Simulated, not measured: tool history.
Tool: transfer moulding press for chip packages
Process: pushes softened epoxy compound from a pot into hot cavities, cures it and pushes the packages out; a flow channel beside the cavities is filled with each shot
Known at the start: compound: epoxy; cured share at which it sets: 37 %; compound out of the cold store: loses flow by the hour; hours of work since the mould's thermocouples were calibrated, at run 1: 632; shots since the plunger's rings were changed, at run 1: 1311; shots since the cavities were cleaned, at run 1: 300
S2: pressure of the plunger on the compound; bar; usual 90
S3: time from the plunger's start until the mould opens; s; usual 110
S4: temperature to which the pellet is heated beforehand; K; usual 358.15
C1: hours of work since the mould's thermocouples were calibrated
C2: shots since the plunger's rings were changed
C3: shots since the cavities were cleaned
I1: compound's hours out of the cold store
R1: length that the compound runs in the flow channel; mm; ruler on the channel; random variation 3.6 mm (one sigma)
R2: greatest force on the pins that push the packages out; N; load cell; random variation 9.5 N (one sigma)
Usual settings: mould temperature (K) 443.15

Run 1, hour 0: usual settings; C1 632; C2 1311; C3 300; I1 45.2. Result: R1 522 mm, R2 586 N.
At hour 29.9: cavities cleaned with cleaning compound and waxed.
Run 2, hour 77.5: usual settings but S2 78.1 bar; C1 693; C2 2328; C3 638; I1 20. Result: R1 515 mm, R2 768 N.
At hour 85.7: cavities cleaned with cleaning compound and waxed.
At hour 137.9: cavities cleaned with cleaning compound and waxed.
Run 3, hour 142.1: usual settings but S2 78.1 bar; C1 742; C2 3152; C3 56; I1 28.6. Result: R1 493 mm, R2 472 N.
At hour 189.9: cavities cleaned with cleaning compound and waxed.
At hour 205.2: mould's thermocouples calibrated.
Run 4, hour 231.5: usual settings but S4 353.15 K; C1 21; C2 4301; C3 529; I1 32.7. Result: R1 526 mm, R2 687 N.
At hour 245.9: cavities cleaned with cleaning compound and waxed.
At hour 299.6: cavities cleaned with cleaning compound and waxed.
Run 5, hour 307.5: usual settings but S4 353.15 K; C1 79; C2 5277; C3 106; I1 10.5. Result: R1 545 mm, R2 498 N.
At hour 357.6: cavities cleaned with cleaning compound and waxed.
At hour 373.8: plunger's sealing rings changed.
Run 6, hour 384.9: usual settings but S4 353.15 K; C1 138; C2 148; C3 332; I1 18.5. Result: R1 553 mm, R2 601 N.
At hour 417.7: cavities cleaned with cleaning compound and waxed.
Run 7, hour 449.4: usual settings but S4 353.15 K; C1 188; C2 990; C3 423; I1 12.8. Result: R1 560 mm, R2 674 N.
At hour 471.2: cavities cleaned with cleaning compound and waxed.
Run 8, hour 498.3: usual settings but S4 353.15 K; C1 226; C2 1624; C3 362; I1 30. Result: R1 541 mm, R2 611 N.
At hour 530.4: cavities cleaned with cleaning compound and waxed.
Run 9, hour 551: usual settings but S4 353.15 K; C1 267; C2 2309; C3 275; I1 44.3. Result: R1 521 mm, R2 579 N.
At hour 586.2: cavities cleaned with cleaning compound and waxed.
Run 10, hour 607.1: usual settings but S4 353.15 K; C1 311; C2 3040; C3 281; I1 21.7. Result: R1 542 mm, R2 591 N.
At hour 642: cavities cleaned with cleaning compound and waxed.
Run 11, hour 663: usual settings but S4 353.15 K; C1 354; C2 3768; C3 281; I1 9.1. Result: R1 559 mm, R2 587 N.
At hour 699.2: cavities cleaned with cleaning compound and waxed.
At hour 752: cavities cleaned with cleaning compound and waxed.
Run 12, hour 754.1: usual settings but S3 124 s; C1 425; C2 4946; C3 28; I1 26.2. Result: R1 530 mm, R2 417 N.
At hour 806.9: cavities cleaned with cleaning compound and waxed.
Run 13, hour 829.7: usual settings but mould temperature (K) 444.15, S2 87.1 bar, S3 132 s, S4 366.15 K; C1 484; C2 5938; C3 305; I1 31.9. Result: R1 505 mm, R2 511 N.
At hour 844.5: plunger's sealing rings changed.
At hour 868.6: cavities cleaned with cleaning compound and waxed.
Run 14, hour 917.3: usual settings but mould temperature (K) 451.15, S2 87.5 bar, S3 106 s, S4 365.15 K; C1 551; C2 953; C3 652; I1 33.3. Result: R1 529 mm, R2 619 N.
At hour 924.2: cavities cleaned with cleaning compound and waxed.
At hour 979.4: cavities cleaned with cleaning compound and waxed.
Run 15, hour 1004.2: usual settings but S2 101.5 bar, S4 357.15 K; C1 618; C2 2076; C3 333; I1 34. Result: R1 560 mm, R2 611 N.
At hour 1032.2: cavities cleaned with cleaning compound and waxed.
At hour 1084.8: cavities cleaned with cleaning compound and waxed.
Run 16, hour 1091.6: usual settings but mould temperature (K) 449.15, S2 97.4 bar, S3 139 s, S4 360.15 K; C1 685; C2 3205; C3 92; I1 27.5. Result: R1 548 mm, R2 425 N.
At hour 1137.9: cavities cleaned with cleaning compound and waxed.
Run 17, hour 1164.9: usual settings but mould temperature (K) 448.15, S3 115 s; C1 743; C2 4166; C3 362; I1 22.5. Result: R1 526 mm, R2 558 N.
At hour 1193.6: cavities cleaned with cleaning compound and waxed.
At hour 1220: mould's thermocouples calibrated.
Run 18, hour 1220: usual settings but mould temperature (K) 448.15, S3 115 s; C1 0; C2 4856; C3 327; I1 25.5. Result: R1 527 mm, R2 530 N.
At hour 1250.8: cavities cleaned with cleaning compound and waxed.
Run 19, hour 1288.5: usual settings but mould temperature (K) 440.15, S2 106.1 bar, S3 108 s, S4 351.15 K; C1 54; C2 5752; C3 504; I1 12.2. Result: R1 588 mm, R2 813 N.
At hour 1305.2: cavities cleaned with cleaning compound and waxed.
At hour 1319.5: plunger's sealing rings changed.
At hour 1362.7: cavities cleaned with cleaning compound and waxed.
Run 20, hour 1395.6: usual settings but S2 84.3 bar, S3 96 s; C1 135; C2 998; C3 441; I1 39.8. Result: R1 514 mm, R2 796 N.
At hour 1422: cavities cleaned with cleaning compound and waxed.
At hour 1474: cavities cleaned with cleaning compound and waxed.
Run 21, hour 1489.8: usual settings but S2 84.3 bar, S3 96 s; C1 208; C2 2218; C3 211; I1 19. Result: R1 533 mm, R2 657 N.
At hour 1528.4: cavities cleaned with cleaning compound and waxed.
Run 22, hour 1567.4: usual settings but S2 84.3 bar, S3 96 s; C1 268; C2 3236; C3 521; I1 23. Result: R1 522 mm, R2 827 N.
At hour 1583.1: cavities cleaned with cleaning compound and waxed.
At hour 1639.3: cavities cleaned with cleaning compound and waxed.
Run 23, hour 1659.2: usual settings but mould temperature (K) 449.15, S2 81.5 bar, S3 106 s, S4 365.15 K; C1 339; C2 4425; C3 267; I1 22.1. Result: R1 503 mm, R2 520 N.
At hour 1691.8: cavities cleaned with cleaning compound and waxed.
Run 24, hour 1702.6: usual settings but mould temperature (K) 449.15, S2 68 bar, S3 125 s, S4 365.15 K; C1 373; C2 4985; C3 145; I1 40.2. Result: R1 436 mm, R2 458 N.

5 ways to go on from here, each from the tool as it stands after run 24. What would each give?
At hour 1749.3: cavities cleaned with cleaning compound and waxed.
Run A, hour 1764.3: usual settings but S3 137 s, S4 357.15 K; C1 421; C2 5790; C3 200; I1 44.2. Result: R1 ?, R2 ?.
At hour 1749.3: cavities cleaned with cleaning compound and waxed.
Run B, hour 1764.3: usual settings but mould temperature (K) 444.15, S3 119 s, S4 364.15 K; C1 421; C2 5790; C3 200; I1 11.4. Result: R1 ?, R2 ?.
At hour 1749.3: cavities cleaned with cleaning compound and waxed.
Run C, hour 1764.3: usual settings but mould temperature (K) 449.15, S2 68 bar, S3 125 s, S4 366.15 K; C1 421; C2 5790; C3 200; I1 15.2. Result: R1 ?, R2 ?.
At hour 1749.3: cavities cleaned with cleaning compound and waxed.
Run D, hour 1764.3: usual settings but mould temperature (K) 438.15, S2 68.9 bar, S3 112 s; C1 421; C2 5790; C3 200; I1 34. Result: R1 ?, R2 ?.
At hour 1749.3: cavities cleaned with cleaning compound and waxed.
Run E, hour 1764.3: usual settings but mould temperature (K) 444.15, S2 68 bar, S3 136 s, S4 367.15 K; C1 421; C2 5790; C3 200; I1 20.9. Result: R1 ?, R2 ?.

run   R1   R2
  A  503  468
  B  542  522
  C  458  481
  D  457  681
  E  457  490
Without the tool's hidden state the same runs would have given:
run   R1   R2
  A  531  367
  B  573  408
  C  484  378
  D  483  523
  E  483  386
